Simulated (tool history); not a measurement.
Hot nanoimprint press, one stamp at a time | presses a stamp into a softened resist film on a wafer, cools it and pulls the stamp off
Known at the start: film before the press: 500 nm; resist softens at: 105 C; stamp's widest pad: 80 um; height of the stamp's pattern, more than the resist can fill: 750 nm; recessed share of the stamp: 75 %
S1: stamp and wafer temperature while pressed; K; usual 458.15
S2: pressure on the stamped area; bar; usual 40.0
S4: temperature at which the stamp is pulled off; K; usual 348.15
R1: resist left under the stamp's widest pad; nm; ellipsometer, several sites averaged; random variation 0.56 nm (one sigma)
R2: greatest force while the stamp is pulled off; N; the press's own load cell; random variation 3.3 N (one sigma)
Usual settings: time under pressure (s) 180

run 1 hour=0.0 | S1=458.15 S2=40.0 time_under_pressure_(s)=180 S4=348.15 | R1=300.8 R2=170
run 2 hour=19.9 | S1=458.15 S2=40.0 time_under_pressure_(s)=180 S4=348.15 | R1=299.8 R2=179
run 3 hour=41.3 | S1=458.15 S2=40.0 time_under_pressure_(s)=180 S4=340.15 | R1=302.5 R2=217
run 4 hour=53.0 | S1=458.15 S2=52.4 time_under_pressure_(s)=180 S4=348.15 | R1=269.4 R2=184
run 5 hour=76.7 | S1=454.15 S2=40.0 time_under_pressure_(s)=180 S4=348.15 | R1=345.7 R2=193
run 6 hour=100.3 | S1=454.15 S2=40.0 time_under_pressure_(s)=180 S4=348.15 | R1=346.7 R2=185
run 7 hour=111.8 | S1=458.15 S2=40.0 time_under_pressure_(s)=180 S4=348.15 | R1=302.3 R2=183
run 8 hour=122.4 | S1=458.15 S2=40.0 time_under_pressure_(s)=180 S4=348.15 | R1=301.4 R2=195
run 9 hour=132.4 | S1=458.15 S2=40.0 time_under_pressure_(s)=180 S4=348.15 | R1=302.6 R2=200
run 10 hour=149.4 | S1=458.15 S2=40.0 time_under_pressure_(s)=180 S4=348.15 | R1=303.3 R2=200
run 11 hour=165.4 | S1=458.15 S2=40.0 time_under_pressure_(s)=314 S4=348.15 | R1=254.9 R2=195
run 12 hour=177.6 | S1=458.15 S2=40.0 time_under_pressure_(s)=180 S4=348.15 | R1=302.9 R2=200
-- hour=202.4 stamp cleaned and given a new release coat
run 13 hour=205.5 | S1=458.15 S2=40.0 time_under_pressure_(s)=180 S4=348.15 | R1=303.2 R2=160
run 14 hour=221.2 | S1=458.15 S2=40.0 time_under_pressure_(s)=180 S4=348.15 | R1=304.3 R2=164
run 15 hour=240.2 | S1=458.15 S2=40.0 time_under_pressure_(s)=180 S4=348.15 | R1=304.5 R2=174
run 16 hour=262.2 | S1=458.15 S2=40.0 time_under_pressure_(s)=345 S4=342.15 | R1=248.3 R2=191
run 17 hour=272.3 | S1=458.15 S2=40.0 time_under_pressure_(s)=238 S4=348.15 | R1=279.4 R2=176
run 18 hour=285.1 | S1=458.15 S2=42.7 time_under_pressure_(s)=124 S4=348.15 | R1=330.7 R2=176
run 19 hour=309.5 | S1=460.15 S2=42.7 time_under_pressure_(s)=251 S4=348.15 | R1=247.6 R2=177
run 20 hour=324.5 | S1=460.15 S2=42.7 time_under_pressure_(s)=251 S4=348.15 | R1=247.3 R2=181
run 21 hour=344.6 | S1=460.15 S2=49.6 time_under_pressure_(s)=251 S4=345.15 | R1=231.5 R2=205
run 22 hour=366.4 | S1=460.15 S2=42.8 time_under_pressure_(s)=254 S4=345.15 | R1=247.0 R2=212
run 23 hour=385.7 | S1=460.15 S2=42.8 time_under_pressure_(s)=172 S4=351.15 | R1=281.5 R2=189
-- hour=401.0 plate thermocouple calibrated
run 24 hour=413.4 | S1=460.15 S2=42.8 time_under_pressure_(s)=172 S4=351.15 | R1=273.7 R2=184
run 25 hour=430.3 | S1=453.15 S2=40.0 time_under_pressure_(s)=172 S4=333.15 | R1=356.5 R2=282
run 26 hour=451.7 | S1=453.15 S2=40.0 time_under_pressure_(s)=172 S4=333.15 | R1=358.3 R2=283
-- hour=459.6 stamp cleaned and given a new release coat
-- hour=477.3 press's hydraulic seals changed and the load cell set to zero
run 27 hour=478.6 | S1=453.15 S2=40.0 time_under_pressure_(s)=180 S4=348.15 | R1=351.8 R2=155
run 28 hour=496.5 | S1=469.15 S2=28.2 time_under_pressure_(s)=275 S4=350.15 | R1=199.3 R2=160
run 29 hour=511.6 | S1=469.15 S2=28.2 time_under_pressure_(s)=275 S4=343.15 | R1=199.8 R2=196
run 30 hour=535.2 | S1=469.15 S2=28.2 time_under_pressure_(s)=275 S4=343.15 | R1=199.5 R2=191

Measured less the same run without the tool's hidden state. The same run-to-run variation is in both; the gauge's scatter may not be:
The hidden state here: true temperature over the reading, C; pressure that arrives at the usual setting, %; grip of the stamp's worn release coat, % over a new coat's; drift of the gauge itself on residual_nm, %; drift of the gauge itself on pull_off_n, %.
run=1 R1=+3.9 R2=+11
run=2 R1=+4.1 R2=+14
run=3 R1=+4.4 R2=+22
run=4 R1=+4.8 R2=+21
run=5 R1=+5.0 R2=+26
run=6 R1=+5.4 R2=+29
run=7 R1=+5.5 R2=+30
run=8 R1=+5.7 R2=+34
run=9 R1=+5.8 R2=+36
run=10 R1=+6.1 R2=+39
run=11 R1=+6.1 R2=+40
run=12 R1=+6.5 R2=+43
run=13 R1=+6.8 R2=+2
run=14 R1=+7.1 R2=+6
run=15 R1=+7.4 R2=+10
run=16 R1=+7.4 R2=+14
run=17 R1=+7.8 R2=+16
run=18 R1=+8.1 R2=+18
run=19 R1=+7.9 R2=+22
run=20 R1=+8.1 R2=+25
run=21 R1=+8.4 R2=+31
run=22 R1=+8.8 R2=+36
run=23 R1=+9.4 R2=+36
run=24 R1=+2.4 R2=+35
run=25 R1=+2.3 R2=+57
run=26 R1=+2.7 R2=+62
run=27 R1=+0.8 R2=+2
run=28 R1=+0.8 R2=+5
run=29 R1=+0.9 R2=+10
run=30 R1=+1.2 R2=+14

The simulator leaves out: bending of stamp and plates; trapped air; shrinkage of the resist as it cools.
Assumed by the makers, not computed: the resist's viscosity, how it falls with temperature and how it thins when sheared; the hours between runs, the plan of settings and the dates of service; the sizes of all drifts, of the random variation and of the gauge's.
